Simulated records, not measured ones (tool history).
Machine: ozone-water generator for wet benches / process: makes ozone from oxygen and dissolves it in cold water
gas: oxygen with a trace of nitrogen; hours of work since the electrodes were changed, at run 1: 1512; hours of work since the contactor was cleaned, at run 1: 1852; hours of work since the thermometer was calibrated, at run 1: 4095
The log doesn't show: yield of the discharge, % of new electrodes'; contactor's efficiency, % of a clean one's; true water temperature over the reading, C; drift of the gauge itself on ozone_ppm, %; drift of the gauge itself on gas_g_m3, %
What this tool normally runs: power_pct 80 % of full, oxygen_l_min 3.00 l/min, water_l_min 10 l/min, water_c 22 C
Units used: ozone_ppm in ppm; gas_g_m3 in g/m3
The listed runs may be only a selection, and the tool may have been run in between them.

| run | day | power_pct | oxygen_l_min | water_l_min | water_c | hours of work since the electrodes were changed | hours of work since the contactor was cleaned | hours of work since the thermometer was calibrated | ozone_ppm | gas_g_m3 |
|---|---|---|---|---|---|---|---|---|---|---|
| 1 | 0.000 | 80 | 3.00 | 10 | 22 | 1512 | 1852 | 4095 | 24.2 | 210.9 |
| 2 | 1.508 | 80 | 2.37 | 10 | 22 | 1545 | 1885 | 4128 | 24.8 | 240.8 |
| 3 | 2.475 | 80 | 2.37 | 10 | 22 | 1566 | 1906 | 4149 | 24.9 | 243.5 |
| 4 | 3.842 | 80 | 3.00 | 10 | 22 | 1596 | 1937 | 4179 | 24.3 | 210.8 |
| 5 | 4.617 | 40 | 3.00 | 10 | 22 | 1613 | 1954 | 4197 | 15.2 | 133.8 |
| 6 | 5.883 | 40 | 3.00 | 10 | 22 | 1641 | 1981 | 4224 | 15.4 | 131.7 |
| 7 | 7.000 | 80 | 3.00 | 10 | 22 | 1666 | 2006 | 4249 | 24.4 | 210.5 |
| 8 | 8.238 | 80 | 3.00 | 10 | 22 | 1693 | 2033 | 4276 | 24.3 | 210.7 |
| 9 | 10.112 | 80 | 3.00 | 10 | 15 | 1735 | 2075 | 4318 | 27.1 | 211.6 |
| 10 | 11.846 | 80 | 3.00 | 10 | 15 | 1773 | 2113 | 4356 | 27.4 | 210.1 |
| 11 | 13.012 | 80 | 3.00 | 10 | 18 | 1799 | 2139 | 4382 | 26.0 | 209.6 |
| 12 | 14.821 | 80 | 3.00 | 10 | 18 | 1838 | 2179 | 4422 | 26.0 | 209.4 |
| 13 | 16.342 | 80 | 3.00 | 10 | 22 | 1872 | 2212 | 4455 | 24.5 | 209.6 |
| 14 | 17.433 | 80 | 3.00 | 10 | 22 | 1896 | 2236 | 4479 | 24.0 | 210.9 |
| 15 | 18.254 | 80 | 3.00 | 10 | 22 | 1914 | 2254 | 4497 | 24.1 | 210.6 |
| 16 | 19.029 | 80 | 3.00 | 10 | 22 | 1931 | 2271 | 4514 | 24.2 | 209.4 |
| 17 | 20.004 | 55 | 3.00 | 14 | 22 | 1953 | 2293 | 4536 | 14.4 | 162.4 |
| 18 | 21.858 | 55 | 2.89 | 14 | 22 | 1994 | 2334 | 4577 | 14.2 | 165.9 |
| 19 | 23.396 | 80 | 1.52 | 13 | 22 | 2027 | 2368 | 4611 | 19.0 | 303.2 |
| 20 | 24.317 | 80 | 1.50 | 9 | 22 | 2048 | 2388 | 4631 | 26.8 | 303.9 |
| 21 | 26.046 | 80 | 1.50 | 9 | 22 | 2086 | 2426 | 4669 | 26.7 | 305.9 |
| 22 | 26.871 | 80 | 3.00 | 11 | 28 | 2104 | 2444 | 4687 | 20.6 | 207.6 |
| 23 | 28.704 | 80 | 3.00 | 16 | 30 | 2144 | 2485 | 4728 | 14.4 | 207.9 |
| 24 | 30.579 | 80 | 3.00 | 16 | 30 | 2186 | 2526 | 4769 | 14.5 | 206.0 |
| 25 | 31.662 | 75 | 2.27 | 10 | 26 | 2210 | 2550 | 4793 | 22.1 | 232.1 |
| 26 | 32.450 | 75 | 2.27 | 10 | 26 | 2227 | 2567 | 4810 | 22.3 | 234.3 |
| 27 | 33.388 | 75 | 2.27 | 10 | 26 | 2248 | 2588 | 4831 | 22.3 | 234.2 |
| 28 | 34.862 | 75 | 2.27 | 10 | 26 | 2280 | 2620 | 4863 | 22.1 | 231.3 |
| 29 | 36.538 | 80 | 2.06 | 10 | 19 | 2317 | 2657 | 4900 | 25.4 | 255.4 |
| 30 | 37.642 | 80 | 2.06 | 10 | 19 | 2342 | 2682 | 4925 | 25.6 | 252.7 |
| 31 | 38.912 | 96 | 2.75 | 14 | 22 | 2370 | 2710 | 4953 | 20.9 | 244.3 |

Branching from run 31: 4 alternative next runs. What would each branch give?
| A | 39.842 | 48 | 2.32 | 10 | 25 | 2390 | 2730 | 4973 | ? | ? |
| B | 39.842 | 63 | 1.66 | 8 | 22 | 2390 | 2730 | 4973 | ? | ? |
| C | 39.842 | 80 | 3.00 | 10 | 19 | 2390 | 2730 | 4973 | ? | ? |
| D | 39.842 | 55 | 2.22 | 10 | 29 | 2390 | 2730 | 4973 | ? | ? |

| run | ozone_ppm | gas_g_m3 |
|---|---|---|
| A | 16.8 | 167.7 |
| B | 25.4 | 246.1 |
| C | 25.9 | 204.5 |
| D | 17.2 | 188.9 |
Had the tool no hidden state, the same runs would have come out as:
| run | ozone_ppm | gas_g_m3 |
|---|---|---|
| A | 16.8 | 172.6 |
| B | 25.4 | 253.3 |
| C | 25.9 | 210.6 |
| D | 17.2 | 194.5 |

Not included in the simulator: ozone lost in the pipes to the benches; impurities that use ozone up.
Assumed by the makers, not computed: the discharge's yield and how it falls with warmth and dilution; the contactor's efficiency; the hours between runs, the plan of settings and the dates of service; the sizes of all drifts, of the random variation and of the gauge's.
